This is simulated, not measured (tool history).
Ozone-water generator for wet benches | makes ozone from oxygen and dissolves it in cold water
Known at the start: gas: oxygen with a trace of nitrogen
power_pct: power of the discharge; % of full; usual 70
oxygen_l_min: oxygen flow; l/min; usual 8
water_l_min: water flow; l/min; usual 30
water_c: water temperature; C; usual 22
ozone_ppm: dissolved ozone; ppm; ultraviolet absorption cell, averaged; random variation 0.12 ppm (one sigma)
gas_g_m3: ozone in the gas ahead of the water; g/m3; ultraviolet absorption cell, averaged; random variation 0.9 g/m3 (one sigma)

Run 1, hour 0: usual settings. Result: ozone_ppm 11.6 ppm, gas_g_m3 147.5 g/m3.
Run 2, hour 35.8: usual settings but water_c 23 C. Result: ozone_ppm 11.6 ppm, gas_g_m3 147 g/m3.
Run 3, hour 76.9: usual settings but water_l_min 22 l/min. Result: ozone_ppm 15.5 ppm, gas_g_m3 147.5 g/m3.
Run 4, hour 112.4: usual settings but water_l_min 22 l/min. Result: ozone_ppm 15.7 ppm, gas_g_m3 147.8 g/m3.
Run 5, hour 170.9: usual settings but water_l_min 22 l/min. Result: ozone_ppm 15.5 ppm, gas_g_m3 147.9 g/m3.
Run 6, hour 213.3: usual settings but water_l_min 22 l/min. Result: ozone_ppm 15.8 ppm, gas_g_m3 148.1 g/m3.
Run 7, hour 275.4: usual settings but water_l_min 22 l/min. Result: ozone_ppm 15.4 ppm, gas_g_m3 147.7 g/m3.
Run 8, hour 312.8: usual settings but water_l_min 31 l/min. Result: ozone_ppm 11.4 ppm, gas_g_m3 147.3 g/m3.
Run 9, hour 377.4: usual settings but water_l_min 31 l/min. Result: ozone_ppm 11.3 ppm, gas_g_m3 147.5 g/m3.
Run 10, hour 443: usual settings but water_l_min 31 l/min. Result: ozone_ppm 11.3 ppm, gas_g_m3 147.7 g/m3.
Run 11, hour 494.7: usual settings but water_l_min 31 l/min. Result: ozone_ppm 11.1 ppm, gas_g_m3 147.4 g/m3.
Run 12, hour 536.1: usual settings. Result: ozone_ppm 11.8 ppm, gas_g_m3 147.2 g/m3.
Run 13, hour 577.5: usual settings. Result: ozone_ppm 11.4 ppm, gas_g_m3 146.5 g/m3.
Run 14, hour 608.9: usual settings. Result: ozone_ppm 11.8 ppm, gas_g_m3 146.3 g/m3.
Run 15, hour 653.3: usual settings. Result: ozone_ppm 11.4 ppm, gas_g_m3 146.3 g/m3.
At hour 657.3: water thermometer calibrated.
Run 16, hour 716.5: usual settings but water_c 15 C. Result: ozone_ppm 13 ppm, gas_g_m3 147 g/m3.
Run 17, hour 765.2: usual settings but water_c 15 C. Result: ozone_ppm 12.9 ppm, gas_g_m3 146.5 g/m3.
Run 18, hour 795.6: usual settings but power_pct 48 % of full, water_l_min 23 l/min. Result: ozone_ppm 11.7 ppm, gas_g_m3 114.2 g/m3.
Run 19, hour 843.5: usual settings but water_l_min 47 l/min, water_c 20 C. Result: ozone_ppm 7.3 ppm, gas_g_m3 146.9 g/m3.
Run 20, hour 892.4: usual settings but power_pct 90 % of full, oxygen_l_min 10.01 l/min, water_l_min 40 l/min. Result: ozone_ppm 10.8 ppm, gas_g_m3 160.3 g/m3.
Run 21, hour 938.4: usual settings but power_pct 80 % of full, water_c 26 C. Result: ozone_ppm 12.1 ppm, gas_g_m3 157.6 g/m3.
Run 22, hour 966.5: usual settings but power_pct 80 % of full, water_c 26 C. Result: ozone_ppm 11.8 ppm, gas_g_m3 159.1 g/m3.
Run 23, hour 1010.8: usual settings but power_pct 42 % of full, water_l_min 32 l/min, water_c 26 C. Result: ozone_ppm 7.2 ppm, gas_g_m3 103.6 g/m3.
At hour 1040.4: water thermometer calibrated, once more.
Run 24, hour 1045.8: usual settings but power_pct 74 % of full, oxygen_l_min 9.19 l/min, water_l_min 48 l/min. Result: ozone_ppm 7.6 ppm, gas_g_m3 145 g/m3.
Run 25, hour 1088.1: usual settings but power_pct 74 % of full, oxygen_l_min 9.19 l/min, water_l_min 48 l/min. Result: ozone_ppm 7.4 ppm, gas_g_m3 145.4 g/m3.
Run 26, hour 1141.9: usual settings but power_pct 74 % of full, oxygen_l_min 9.19 l/min, water_l_min 36 l/min. Result: ozone_ppm 10.4 ppm, gas_g_m3 145 g/m3.
Run 27, hour 1180.1: usual settings but power_pct 74 % of full, oxygen_l_min 9.19 l/min, water_l_min 29 l/min, water_c 26 C. Result: ozone_ppm 12 ppm, gas_g_m3 145 g/m3.
Run 28, hour 1223.4: usual settings but power_pct 57 % of full, oxygen_l_min 11.35 l/min, water_l_min 20 l/min, water_c 26 C. Result: ozone_ppm 13.7 ppm, gas_g_m3 113.8 g/m3.
Run 29, hour 1283.1: usual settings but water_l_min 38 l/min, water_c 16 C. Result: ozone_ppm 9.7 ppm, gas_g_m3 144.8 g/m3.
Run 30, hour 1345.5: usual settings but power_pct 42 % of full, water_l_min 38 l/min, water_c 30 C. Result: ozone_ppm 5.8 ppm, gas_g_m3 105.1 g/m3.
Run 31, hour 1384.5: usual settings but oxygen_l_min 4.79 l/min, water_l_min 25 l/min. Result: ozone_ppm 12.2 ppm, gas_g_m3 169.3 g/m3.
Run 32, hour 1424.3: usual settings but power_pct 82 % of full, water_l_min 26 l/min. Result: ozone_ppm 14.6 ppm, gas_g_m3 160 g/m3.

Forecast each of these 4 alternatives for the next run:
Run A, hour 1464.2: usual settings but power_pct 82 % of full, oxygen_l_min 4.1 l/min, water_l_min 25 l/min, water_c 20 C. Result: ozone_ppm ?, gas_g_m3 ?.
Run B, hour 1464.2: usual settings but water_c 17 C. Result: ozone_ppm ?, gas_g_m3 ?.
Run C, hour 1464.2: usual settings but power_pct 51 % of full, oxygen_l_min 4.02 l/min. Result: ozone_ppm ?, gas_g_m3 ?.
Run D, hour 1464.2: usual settings but power_pct 71 % of full, water_l_min 26 l/min. Result: ozone_ppm ?, gas_g_m3 ?.

run  ozone_ppm  gas_g_m3
  A       13.4     195.9
  B       12.4     144.8
  C        7.7     144.9
  D       13.5     145.2
Without the tool's hidden state the same runs would have given:
run  ozone_ppm  gas_g_m3
  A       14.3     202.8
  B       13.2     149.4
  C        8.2     148.6
  D       14.4     149.9
